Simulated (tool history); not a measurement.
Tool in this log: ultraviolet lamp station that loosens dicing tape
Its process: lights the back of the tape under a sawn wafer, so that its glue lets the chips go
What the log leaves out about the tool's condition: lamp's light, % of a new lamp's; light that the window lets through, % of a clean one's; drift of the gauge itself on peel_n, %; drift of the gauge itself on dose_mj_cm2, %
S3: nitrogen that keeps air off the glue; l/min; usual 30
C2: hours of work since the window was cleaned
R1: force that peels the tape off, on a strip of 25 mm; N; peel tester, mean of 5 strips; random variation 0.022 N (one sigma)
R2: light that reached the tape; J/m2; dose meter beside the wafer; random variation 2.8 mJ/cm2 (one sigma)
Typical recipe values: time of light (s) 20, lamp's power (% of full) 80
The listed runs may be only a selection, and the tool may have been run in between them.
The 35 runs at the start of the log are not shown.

run 36 hour=749.5 | time_of_light_(s)=38 lamp's_power_(%_of_full)=74 S3=25 | hours_of_work_of_the_lamp=899 C2=168 | R1=0.753 R2=4960
run 37 hour=763.8 | time_of_light_(s)=24 lamp's_power_(%_of_full)=70 S3=30 | hours_of_work_of_the_lamp=907 C2=175 | R1=1.788 R2=2950
run 38 hour=781.3 | time_of_light_(s)=15 lamp's_power_(%_of_full)=70 S3=30 | hours_of_work_of_the_lamp=916 C2=184 | R1=3.330 R2=1880
run 39 hour=800.3 | time_of_light_(s)=22 lamp's_power_(%_of_full)=92 S3=28 | hours_of_work_of_the_lamp=926 C2=195 | R1=1.398 R2=3490
run 40 hour=825.3 | time_of_light_(s)=20 lamp's_power_(%_of_full)=80 S3=31 | hours_of_work_of_the_lamp=939 C2=208 | R1=1.900 R2=2770
run 41 hour=846.8 | time_of_light_(s)=22 lamp's_power_(%_of_full)=67 S3=27 | hours_of_work_of_the_lamp=950 C2=219 | R1=2.469 R2=2500
run 42 hour=865.3 | time_of_light_(s)=20 lamp's_power_(%_of_full)=97 S3=30 | hours_of_work_of_the_lamp=960 C2=229 | R1=1.536 R2=3260
run 43 hour=884.6 | time_of_light_(s)=24 lamp's_power_(%_of_full)=81 S3=30 | hours_of_work_of_the_lamp=970 C2=239 | R1=1.521 R2=3280
run 44 hour=901.6 | time_of_light_(s)=16 lamp's_power_(%_of_full)=71 S3=27 | hours_of_work_of_the_lamp=979 C2=248 | R1=3.430 R2=1880

What if the next run were any one of these 3? Each begins from the tool's condition after run 44:
run A hour=919.2 | time_of_light_(s)=34 lamp's_power_(%_of_full)=66 S3=30 | hours_of_work_of_the_lamp=989 C2=257 | R1=? R2=?
run B hour=919.2 | time_of_light_(s)=20 lamp's_power_(%_of_full)=80 S3=12 | hours_of_work_of_the_lamp=989 C2=257 | R1=? R2=?
run C hour=919.2 | time_of_light_(s)=30 lamp's_power_(%_of_full)=73 S3=53 | hours_of_work_of_the_lamp=989 C2=257 | R1=? R2=?

run=A R1=1.202 R2=3690
run=B R1=3.102 R2=2640
run=C R1=0.914 R2=3630
With no hidden state in the tool, these same runs would have given:
run=A R1=0.483 R2=5560
run=B R1=1.798 R2=3980
run=C R1=0.350 R2=5460
